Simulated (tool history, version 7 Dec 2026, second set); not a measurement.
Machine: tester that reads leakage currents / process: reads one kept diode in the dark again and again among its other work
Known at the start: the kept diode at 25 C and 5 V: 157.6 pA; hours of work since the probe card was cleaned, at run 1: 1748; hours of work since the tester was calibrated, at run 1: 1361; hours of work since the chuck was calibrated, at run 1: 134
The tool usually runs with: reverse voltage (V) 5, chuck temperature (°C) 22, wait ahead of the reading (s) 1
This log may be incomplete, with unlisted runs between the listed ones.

| run | hour | reverse voltage (V) | chuck temperature (°C) | wait ahead of the reading (s) | hours of work since the probe card was cleaned | hours of work since the tester was calibrated | hours of work since the chuck was calibrated | current that the tester gives (pA) |
|---|---|---|---|---|---|---|---|---|
| 1 | 0 | 5 | 22 | 1 | 1748 | 1361 | 134 | 117.51 |
| 2 | 51.4 | 5 | 22 | 1 | 1784 | 1397 | 170 | 116.2 |
| 3 | 143.6 | 5 | 22 | 1 | 1847 | 1461 | 233 | 112.74 |
| 4 | 198 | 5 | 22 | 1 | 1885 | 1498 | 271 | 111.51 |
| 5 | 270.3 | 5 | 22 | 1 | 1935 | 1548 | 321 | 108.65 |
| 6 | 371.6 | 5 | 22 | 1 | 2005 | 1618 | 391 | 106.43 |
| 7 | 438.1 | 5 | 22 | 1 | 2051 | 1664 | 437 | 104.28 |
| 8 | 535.6 | 5 | 22 | 1 | 2118 | 1732 | 504 | 102.15 |
|  | 572 | chuck's temperature calibrated |
| 9 | 592.1 | 5 | 22 | 0.56 | 2156 | 1769 | 14 | 123.69 |
| 10 | 688 | 5 | 22 | 0.56 | 2222 | 1836 | 80 | 120.33 |
| 11 | 790.3 | 5 | 22 | 1.48 | 2293 | 1906 | 151 | 115.66 |
| 12 | 877.3 | 5 | 22 | 1.48 | 2353 | 1966 | 211 | 113.2 |
|  | 887.9 | probe card cleaned and baked |
| 13 | 928.1 | 5 | 22 | 1.48 | 28 | 2000 | 244 | 113.2 |
| 14 | 1025.9 | 5 | 22 | 1.48 | 95 | 2067 | 312 | 110.13 |
| 15 | 1105.8 | 5 | 22 | 1.48 | 151 | 2122 | 367 | 108.09 |
| 16 | 1158.7 | 5 | 20 | 0.71 | 187 | 2159 | 404 | 90.1 |
| 17 | 1229.3 | 5 | 20 | 0.71 | 236 | 2208 | 452 | 88.6 |
|  | 1244.4 | probe card cleaned and baked, once more |
| 18 | 1300.8 | 5 | 20 | 0.71 | 39 | 2255 | 500 | 83.34 |
|  | 1344.1 | chuck's temperature calibrated |
| 19 | 1352.5 | 5 | 20 | 0.71 | 73 | 2289 | 6 | 99.82 |
| 20 | 1442.1 | 10.9 | 20 | 0.71 | 135 | 2351 | 68 | 135.98 |
| 21 | 1490.5 | 10.9 | 20 | 1.64 | 169 | 2385 | 101 | 130.8 |

Each row is a separate what-if for the run after 21, all from the same tool condition, not one after another. Results?
| A | 1562.4 | 10.9 | 40 | 1.64 | 219 | 2435 | 151 | ? |
| B | 1562.4 | 10.9 | 20 | 0.62 | 219 | 2435 | 151 | ? |
| C | 1562.4 | 18.93 | 42 | 4.25 | 219 | 2435 | 151 | ? |

| run | current that the tester gives (pA) |
|---|---|
| A | 791.5 |
| B | 132.33 |
| C | 1175.32 |
What these runs would have given with no unlogged condition in the tool:
| run | current that the tester gives (pA) |
|---|---|
| A | 839.28 |
| B | 140.44 |
| C | 1245.37 |

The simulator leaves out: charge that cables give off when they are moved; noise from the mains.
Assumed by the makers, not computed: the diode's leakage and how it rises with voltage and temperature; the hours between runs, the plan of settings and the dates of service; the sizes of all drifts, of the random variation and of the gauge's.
